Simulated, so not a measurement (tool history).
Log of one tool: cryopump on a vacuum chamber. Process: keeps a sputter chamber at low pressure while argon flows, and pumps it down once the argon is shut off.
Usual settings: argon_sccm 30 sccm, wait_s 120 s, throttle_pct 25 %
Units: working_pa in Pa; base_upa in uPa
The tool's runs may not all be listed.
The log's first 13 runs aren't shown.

run 14 hour=366.4 | argon_sccm=33 wait_s=120 throttle_pct=25 | working_pa=0.1134 base_upa=0.95
run 15 hour=387.6 | argon_sccm=30 wait_s=120 throttle_pct=19 | working_pa=0.134 base_upa=0.98
run 16 hour=412.6 | argon_sccm=30 wait_s=120 throttle_pct=25 | working_pa=0.1042 base_upa=0.96
run 17 hour=429.7 | argon_sccm=30 wait_s=120 throttle_pct=25 | working_pa=0.1048 base_upa=0.99
run 18 hour=454 | argon_sccm=31 wait_s=120 throttle_pct=25 | working_pa=0.1063 base_upa=0.99
run 19 hour=474.8 | argon_sccm=31 wait_s=120 throttle_pct=25 | working_pa=0.1076 base_upa=1.01
run 20 hour=495.8 | argon_sccm=14 wait_s=120 throttle_pct=25 | working_pa=0.0477 base_upa=1
run 21 hour=529.4 | argon_sccm=59 wait_s=137 throttle_pct=24 | working_pa=0.2125 base_upa=0.99
run 22 hour=561.7 | argon_sccm=13 wait_s=107 throttle_pct=36 | working_pa=0.0326 base_upa=1.11
run 23 hour=586 | argon_sccm=40 wait_s=32 throttle_pct=25 | working_pa=0.1387 base_upa=2.54
run 24 hour=612.9 | argon_sccm=30 wait_s=216 throttle_pct=25 | working_pa=0.1043 base_upa=0.82
run 25 hour=646.9 | argon_sccm=30 wait_s=216 throttle_pct=25 | working_pa=0.1044 base_upa=0.85
run 26 hour=683.7 | argon_sccm=34 wait_s=292 throttle_pct=38 | working_pa=0.08 base_upa=0.72
run 27 hour=714.3 | argon_sccm=33 wait_s=262 throttle_pct=16 | working_pa=0.1776 base_upa=0.76
run 28 hour=735.4 | argon_sccm=33 wait_s=262 throttle_pct=16 | working_pa=0.176 base_upa=0.81
run 29 hour=753.7 | argon_sccm=46 wait_s=38 throttle_pct=36 | working_pa=0.1141 base_upa=2.24
run 30 hour=784.2 | argon_sccm=13 wait_s=26 throttle_pct=47 | working_pa=0.0254 base_upa=3.01
run 31 hour=815.1 | argon_sccm=13 wait_s=26 throttle_pct=47 | working_pa=0.0262 base_upa=3.11
run 32 hour=848.9 | argon_sccm=51 wait_s=120 throttle_pct=57 | working_pa=0.0848 base_upa=1.14
run 33 hour=879.5 | argon_sccm=19 wait_s=120 throttle_pct=52 | working_pa=0.0341 base_upa=1.13

Forecast each of these 3 alternatives for the next run:
run A hour=912.5 | argon_sccm=41 wait_s=32 throttle_pct=23 | working_pa=? base_upa=?
run B hour=912.5 | argon_sccm=19 wait_s=120 throttle_pct=16 | working_pa=? base_upa=?
run C hour=912.5 | argon_sccm=17 wait_s=21 throttle_pct=38 | working_pa=? base_upa=?

run=A working_pa=0.1555 base_upa=2.62
run=B working_pa=0.1026 base_upa=1.21
run=C working_pa=0.0404 base_upa=3.62
Without the tool's hidden state the same runs would have given:
run=A working_pa=0.1475 base_upa=2.15
run=B working_pa=0.0989 base_upa=0.72
run=C working_pa=0.0371 base_upa=3.16
